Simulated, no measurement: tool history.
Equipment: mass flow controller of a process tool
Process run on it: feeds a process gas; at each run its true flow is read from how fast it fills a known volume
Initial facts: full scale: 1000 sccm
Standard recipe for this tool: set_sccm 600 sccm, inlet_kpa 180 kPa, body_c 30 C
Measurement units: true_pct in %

run    hour  set_sccm  inlet_kpa  body_c  true_pct
  1     0.0       600        180      30     99.67
  2   109.3       600        180      30     99.62
  3   206.6       600        180      30     99.85
  4   296.8       600        180      30     99.82
  5   355.2       600        180      30     99.71
  6   419.6       450        180      30     99.84
  7   489.0       600        180      32     99.59
  8   614.8       600        180      30     99.78
  9   725.1       600        180      30    100.10
 10   791.0       600        170      30    100.06
 11   896.3       132        199      30    101.21
 12  1023.4       112        199      33    101.48
 13  1094.2       663        180      25    100.73
 14  1226.7       177        141      28    101.38
 15  1285.9       177        141      28    101.38
 16  1363.4       112        206      28    102.35
 17  1481.4       600        171      24    100.88
 18  1583.7       382        180      25    100.79
 19  1644.6       610        228      30    100.07

Branching from run 19: 4 alternative next runs. What would each branch give?
  A  1703.7       495        225      24         ?
  B  1703.7       610        273      30         ?
  C  1703.7       610        183      30         ?
  D  1703.7       600        180      37         ?

run  true_pct
  A    100.83
  B    100.01
  C    100.30
  D     99.61
Stripped of hidden state, with their random variation kept, the same runs would have yielded:
run  true_pct
  A     99.36
  B     98.70
  C     98.99
  D     98.28
